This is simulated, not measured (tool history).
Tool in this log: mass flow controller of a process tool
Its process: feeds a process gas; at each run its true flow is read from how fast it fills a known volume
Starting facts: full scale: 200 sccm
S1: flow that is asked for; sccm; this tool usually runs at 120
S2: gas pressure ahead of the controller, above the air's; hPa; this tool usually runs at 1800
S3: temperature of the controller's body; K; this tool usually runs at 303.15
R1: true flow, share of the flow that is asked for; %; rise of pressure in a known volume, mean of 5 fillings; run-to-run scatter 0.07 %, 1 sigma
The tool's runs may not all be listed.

| run | hour | S1 | S2 | S3 | R1 |
|---|---|---|---|---|---|
| 1 | 0 | 120 | 1800 | 303.15 | 99.01 |
| 2 | 91.7 | 120 | 1800 | 297.15 | 98.39 |
| 3 | 171.4 | 120 | 1800 | 309.15 | 99.45 |
| 4 | 225.7 | 120 | 1800 | 309.15 | 99.47 |
| 5 | 293.9 | 120 | 1800 | 309.15 | 99.39 |
| 6 | 390 | 120 | 1800 | 303.15 | 98.92 |
| 7 | 457.9 | 120 | 1800 | 303.15 | 98.83 |
| 8 | 550.2 | 120 | 1800 | 313.15 | 99.7 |
| 9 | 638.9 | 120 | 1790 | 303.15 | 98.78 |
| 10 | 723.2 | 120 | 2280 | 303.15 | 99.14 |
| 11 | 762.3 | 112 | 1800 | 303.15 | 98.61 |
| 12 | 806.7 | 112 | 1800 | 303.15 | 98.63 |
| 13 | 851.8 | 57 | 1800 | 303.15 | 97.47 |
| 14 | 902.7 | 22 | 2010 | 306.15 | 96.53 |
| 15 | 989.7 | 120 | 2570 | 306.15 | 99.44 |
| 16 | 1052.8 | 120 | 2570 | 306.15 | 99.51 |
| 17 | 1108.7 | 165 | 1800 | 310.15 | 100.19 |
| 18 | 1154.9 | 165 | 1530 | 296.15 | 98.63 |
| 19 | 1202.6 | 165 | 1530 | 305.15 | 99.64 |
| 20 | 1283.1 | 87 | 1530 | 309.15 | 98.21 |
| 21 | 1358.4 | 87 | 1530 | 309.15 | 98.26 |

Alternative continuations, all from the tool just after run 21; predict every row:
| A | 1423.3 | 92 | 1530 | 306.15 | ? |
| B | 1423.3 | 21 | 2090 | 303.15 | ? |
| C | 1423.3 | 29 | 1470 | 307.15 | ? |
| D | 1423.3 | 149 | 1830 | 307.15 | ? |

| run | R1 |
|---|---|
| A | 98.09 |
| B | 95.81 |
| C | 96.26 |
| D | 99.53 |
What these runs would have given with no unlogged condition in the tool:
| run | R1 |
|---|---|
| A | 98.55 |
| B | 97.48 |
| C | 97.49 |
| D | 99.85 |
